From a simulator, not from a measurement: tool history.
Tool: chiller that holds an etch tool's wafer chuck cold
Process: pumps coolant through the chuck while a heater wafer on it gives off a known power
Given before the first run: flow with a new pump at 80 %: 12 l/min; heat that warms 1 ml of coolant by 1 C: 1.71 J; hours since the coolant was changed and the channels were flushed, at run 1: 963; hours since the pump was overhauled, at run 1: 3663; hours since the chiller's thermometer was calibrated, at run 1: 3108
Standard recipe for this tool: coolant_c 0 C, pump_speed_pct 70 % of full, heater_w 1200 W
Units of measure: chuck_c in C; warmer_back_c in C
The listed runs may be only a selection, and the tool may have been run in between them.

| run | hour | coolant_c | pump_speed_pct | heater_w | hours since the coolant was changed and the channels were flushed | hours since the pump was overhauled | hours since the chiller's thermometer was calibrated | chuck_c | warmer_back_c |
|---|---|---|---|---|---|---|---|---|---|
| 1 | 0.0 | 0 | 70 | 1200 | 963 | 3663 | 3108 | 10.44 | 4.34 |
| 2 | 56.3 | 0 | 70 | 715 | 1019 | 3719 | 3165 | 5.97 | 2.70 |
| 3 | 133.9 | 0 | 70 | 715 | 1097 | 3796 | 3242 | 5.96 | 2.61 |
| 4 | 173.8 | 0 | 70 | 715 | 1136 | 3836 | 3282 | 5.98 | 2.66 |
| 5 | 235.4 | 0 | 70 | 1200 | 1198 | 3898 | 3344 | 10.56 | 4.39 |
| 6 | 292.3 | 0 | 70 | 1200 | 1255 | 3955 | 3401 | 10.64 | 4.34 |
| 7 | 362.2 | -1 | 70 | 1200 | 1325 | 4025 | 3471 | 9.71 | 4.39 |
| 8 | 424.4 | -1 | 70 | 1200 | 1387 | 4087 | 3533 | 9.59 | 4.38 |
| 9 | 487.3 | -1 | 70 | 1200 | 1450 | 4150 | 3596 | 9.61 | 4.38 |
| 10 | 560.5 | -1 | 70 | 1200 | 1523 | 4223 | 3669 | 9.62 | 4.42 |
| 11 | 615.1 | -1 | 70 | 1200 | 1578 | 4278 | 3723 | 9.72 | 4.41 |
| 12 | 656.5 | -1 | 70 | 1200 | 1619 | 4319 | 3765 | 9.67 | 4.43 |
| 13 | 712.2 | -1 | 70 | 1200 | 1675 | 4375 | 3821 | 9.69 | 4.43 |
| 14 | 781.0 | -1 | 70 | 1200 | 1744 | 4444 | 3889 | 9.65 | 4.42 |
| 15 | 823.9 | -1 | 70 | 1200 | 1787 | 4486 | 3932 | 9.87 | 4.40 |
| 16 | 872.3 | -1 | 70 | 1200 | 1835 | 4535 | 3981 | 9.76 | 4.44 |
| 17 | 910.4 | 0 | 100 | 1156 | 1873 | 4573 | 4019 | 6.97 | 2.96 |
| 18 | 953.1 | -5 | 85 | 715 | 1916 | 4616 | 4061 | -0.21 | 2.18 |
| 19 | 995.1 | 2 | 72 | 1200 | 1958 | 4658 | 4103 | 12.48 | 4.31 |
| 20 | 1052.8 | 2 | 72 | 1200 | 2015 | 4715 | 4161 | 12.54 | 4.31 |
| 21 | 1093.5 | 7 | 90 | 1003 | 2056 | 4756 | 4202 | 13.95 | 2.91 |
| 22 | 1140.3 | 2 | 62 | 1221 | 2103 | 4803 | 4249 | 14.68 | 5.14 |
| 23 | 1176.6 | -1 | 74 | 701 | 2139 | 4839 | 4285 | 4.44 | 2.47 |
| 24 | 1232.7 | 9 | 70 | 1009 | 2195 | 4895 | 4341 | 18.04 | 3.80 |
| 25 | 1270.7 | 9 | 70 | 1009 | 2233 | 4933 | 4379 | 18.04 | 3.78 |
| 26 | 1342.1 | 9 | 64 | 1009 | 2305 | 5005 | 4450 | 18.90 | 4.14 |
| 27 | 1392.1 | 9 | 99 | 1177 | 2355 | 5055 | 4500 | 16.40 | 3.06 |
|  | 1426.4 | coolant pump overhauled |
| 28 | 1479.9 | 9 | 84 | 1667 | 2438 | 53 | 4583 | 20.87 | 4.64 |
| 29 | 1527.9 | 9 | 70 | 870 | 2486 | 101 | 4631 | 15.81 | 2.93 |
| 30 | 1581.9 | 9 | 70 | 870 | 2540 | 155 | 4685 | 15.80 | 2.98 |
| 31 | 1624.3 | 9 | 70 | 870 | 2582 | 198 | 4728 | 15.83 | 2.97 |

5 options for the next run, each taken on its own from the tool as it stands now. Forecast them:
| A | 1674.2 | 10 | 69 | 842 | 2632 | 248 | 4777 | ? | ? |
| B | 1674.2 | 9 | 70 | 1439 | 2632 | 248 | 4777 | ? | ? |
| C | 1674.2 | 9 | 70 | 618 | 2632 | 248 | 4777 | ? | ? |
| D | 1674.2 | -1 | 70 | 870 | 2632 | 248 | 4777 | ? | ? |
| E | 1674.2 | 5 | 80 | 1081 | 2632 | 248 | 4777 | ? | ? |

| run | chuck_c | warmer_back_c |
|---|---|---|
| A | 16.68 | 2.87 |
| B | 21.12 | 4.91 |
| C | 13.57 | 2.11 |
| D | 5.85 | 2.98 |
| E | 12.76 | 3.19 |
The same runs, with their run-to-run variation unchanged, on a tool lacking any hidden condition would have given:
| run | chuck_c | warmer_back_c |
|---|---|---|
| A | 17.29 | 2.84 |
| B | 21.27 | 4.85 |
| C | 14.37 | 2.09 |
| D | 6.45 | 2.94 |
| E | 13.29 | 3.16 |
